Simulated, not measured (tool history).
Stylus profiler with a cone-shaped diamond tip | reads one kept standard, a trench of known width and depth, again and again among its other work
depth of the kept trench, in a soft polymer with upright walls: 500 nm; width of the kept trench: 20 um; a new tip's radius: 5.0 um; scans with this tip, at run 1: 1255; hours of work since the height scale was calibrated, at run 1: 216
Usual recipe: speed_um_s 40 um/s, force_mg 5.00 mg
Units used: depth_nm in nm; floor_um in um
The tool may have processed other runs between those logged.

run	day	speed_um_s	force_mg	scans with this tip	hours of work since the height scale was calibrated	depth_nm	floor_um
1	0.000	40	5.00	1255	216	506.86	15.49
2	0.592	40	5.00	1310	225	506.86	15.48
3	1.783	40	5.00	1422	245	506.54	15.48
4	2.888	40	5.00	1524	262	506.73	15.39
5	3.883	40	5.00	1617	278	506.45	15.44
6	4.612	40	5.00	1685	290	506.51	15.49
7	5.392	40	5.00	1758	302	506.31	15.46
8	6.383	40	6.93	1850	318	508.17	15.42
9	7.408	40	5.00	1945	335	506.45	15.42
10	8.062	40	6.85	2006	345	507.96	15.40
11	8.912	40	6.85	2085	359	508.28	15.43
12	9.804	37	6.85	2168	373	508.04	15.40
13	10.683	37	6.85	2250	387	507.85	15.39
14	11.462	37	6.85	2323	399	507.85	15.41
# day 11.596: height scale calibrated on a step standard
15	12.267	27	5.00	2396	11	505.59	15.36
16	12.975	34	5.00	2462	22	505.60	15.43
17	13.525	48	9.95	2513	31	509.46	15.38
18	14.321	56	1.84	2587	44	501.90	15.28
19	15.517	45	3.72	2698	63	504.13	15.33
20	16.208	45	3.72	2763	74	503.98	15.28

For run 21, what comes out?
21	17.517	81	5.00	2885	95	?	?

{"run 21": {"depth_nm": 505.26, "floor_um": 15.23}}
Minus the tool's unlogged condition, the same run would have read depth_nm 507.10 nm, floor_um 15.48 um.
